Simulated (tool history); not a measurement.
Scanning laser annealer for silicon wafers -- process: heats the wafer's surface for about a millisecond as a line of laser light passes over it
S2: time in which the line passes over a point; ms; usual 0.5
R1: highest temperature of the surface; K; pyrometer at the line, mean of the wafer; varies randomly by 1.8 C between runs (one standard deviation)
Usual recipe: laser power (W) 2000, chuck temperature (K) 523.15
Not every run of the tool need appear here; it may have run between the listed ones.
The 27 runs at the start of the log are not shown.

{"run": 28, "hour": 996.1, "laser power (W)": 2000, "S2": 0.5, "chuck temperature (K)": 531.15, "R1": 1302.15}
{"run": 29, "hour": 1024.5, "laser power (W)": 2000, "S2": 0.5, "chuck temperature (K)": 531.15, "R1": 1300.15}
{"run": 30, "hour": 1079.9, "laser power (W)": 2048, "S2": 0.5, "chuck temperature (K)": 486.15, "R1": 1275.15}
{"run": 31, "hour": 1129.2, "laser power (W)": 2093, "S2": 0.389, "chuck temperature (K)": 497.15, "R1": 1200.15}
{"run": 32, "hour": 1174.1, "laser power (W)": 1803, "S2": 0.444, "chuck temperature (K)": 512.15, "R1": 1144.15}
{"run": 33, "hour": 1224.6, "laser power (W)": 1804, "S2": 0.444, "chuck temperature (K)": 525.15, "R1": 1152.15}
{"run": 34, "hour": 1262.2, "laser power (W)": 1932, "S2": 0.471, "chuck temperature (K)": 552.15, "R1": 1248.15}
{"run": 35, "hour": 1285.3, "laser power (W)": 1906, "S2": 0.432, "chuck temperature (K)": 529.15, "R1": 1183.15}
{"run": 36, "hour": 1308.2, "laser power (W)": 1906, "S2": 0.432, "chuck temperature (K)": 529.15, "R1": 1181.15}
{"run": 37, "hour": 1362.9, "laser power (W)": 2000, "S2": 0.413, "chuck temperature (K)": 554.15, "R1": 1225.15}
{"run": 38, "hour": 1407.8, "laser power (W)": 1932, "S2": 0.479, "chuck temperature (K)": 546.15, "R1": 1240.15}
{"hour": 1435.0, "done": "window over the wafer cleaned"}
{"run": 39, "hour": 1453.0, "laser power (W)": 2000, "S2": 0.456, "chuck temperature (K)": 555.15, "R1": 1291.15}
{"run": 40, "hour": 1497.7, "laser power (W)": 2042, "S2": 0.452, "chuck temperature (K)": 559.15, "R1": 1306.15}

What if the next run were any one of these 3? Each begins from the tool's condition after run 40:
{"run": "A", "hour": 1542.6, "laser power (W)": 1709, "S2": 0.411, "chuck temperature (K)": 550.15, "R1": "?"}
{"run": "B", "hour": 1542.6, "laser power (W)": 2161, "S2": 0.387, "chuck temperature (K)": 540.15, "R1": "?"}
{"run": "C", "hour": 1542.6, "laser power (W)": 1729, "S2": 0.5, "chuck temperature (K)": 558.15, "R1": "?"}

run=A R1=1123.15
run=B R1=1269.15
run=C R1=1203.15
The same runs, with their run-to-run variation unchanged, on a tool lacking any hidden condition would have given:
run=A R1=1141.15
run=B R1=1292.15
run=C R1=1223.15

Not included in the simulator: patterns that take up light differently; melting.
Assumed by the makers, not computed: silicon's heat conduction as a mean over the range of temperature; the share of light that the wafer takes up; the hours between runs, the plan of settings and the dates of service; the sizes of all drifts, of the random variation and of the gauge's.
